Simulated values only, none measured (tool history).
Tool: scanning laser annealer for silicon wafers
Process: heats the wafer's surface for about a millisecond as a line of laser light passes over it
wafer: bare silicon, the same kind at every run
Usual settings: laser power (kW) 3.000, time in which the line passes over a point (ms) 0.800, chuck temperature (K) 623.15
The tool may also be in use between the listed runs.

run	hour	laser power (kW)	time in which the line passes over a point (ms)	chuck temperature (K)	highest temperature of the surface (K)
1	0.0	3.000	0.800	623.15	1447.15
2	102.6	3.000	0.800	623.15	1445.15
3	158.3	3.000	0.800	623.15	1444.15
4	199.9	3.000	0.800	631.15	1451.15
5	257.8	3.000	0.800	631.15	1451.15
6	327.4	3.000	0.800	631.15	1452.15
7	411.0	3.000	0.800	649.15	1468.15
8	508.2	3.000	0.800	649.15	1473.15
# hour 523.0: window over the wafer cleaned
9	600.4	3.297	0.800	649.15	1558.15
10	652.7	3.000	0.800	623.15	1446.15
11	721.8	3.000	0.800	623.15	1442.15
12	804.1	3.000	0.800	623.15	1444.15
13	858.0	3.000	0.800	623.15	1443.15
14	948.2	3.000	0.800	623.15	1445.15
15	1037.1	3.000	0.800	623.15	1447.15
16	1095.1	3.000	0.800	623.15	1443.15
17	1164.5	3.000	0.800	623.15	1443.15
18	1245.9	3.000	0.800	623.15	1444.15
19	1342.8	3.000	0.800	623.15	1441.15
20	1421.8	3.000	0.800	623.15	1444.15
21	1516.2	3.000	0.800	623.15	1445.15
22	1599.3	3.000	0.800	623.15	1445.15
# hour 1613.4: optics aligned, line set to its width
23	1703.6	3.000	0.800	623.15	1447.15
24	1749.2	3.000	0.800	623.15	1446.15
25	1791.2	3.000	0.800	623.15	1444.15
26	1834.7	3.277	0.690	646.15	1488.15
27	1910.8	3.277	0.690	646.15	1488.15
# hour 1961.5: window over the wafer cleaned
28	1974.9	2.671	0.861	609.15	1361.15
29	2067.4	2.671	0.861	609.15	1362.15
30	2110.6	2.597	0.631	649.15	1276.15
31	2171.6	3.000	0.782	628.15	1439.15
32	2218.6	3.000	0.782	628.15	1443.15
33	2293.5	2.617	0.800	623.15	1334.15
34	2379.7	2.908	0.586	607.15	1292.15
35	2447.4	2.908	0.586	607.15	1290.15
36	2506.2	2.908	0.586	607.15	1294.15
37	2577.2	2.908	0.586	607.15	1292.15
38	2629.9	2.908	0.586	607.15	1288.15
39	2691.6	3.000	0.800	644.15	1462.15
40	2755.4	3.089	0.812	624.15	1480.15
41	2841.1	2.680	0.766	590.15	1303.15
42	2939.0	3.000	0.808	607.15	1432.15

3 ways to go on from here, each from the tool as it stands after run 42. What would each give?
A	3025.0	3.100	0.840	636.15	?
B	3025.0	2.901	0.864	643.15	?
C	3025.0	3.108	0.743	623.15	?

run	highest temperature of the surface (K)
A	1506.15
B	1466.15
C	1443.15
Without the tool's hidden state the same runs would have given:
run	highest temperature of the surface (K)
A	1507.15
B	1466.15
C	1444.15
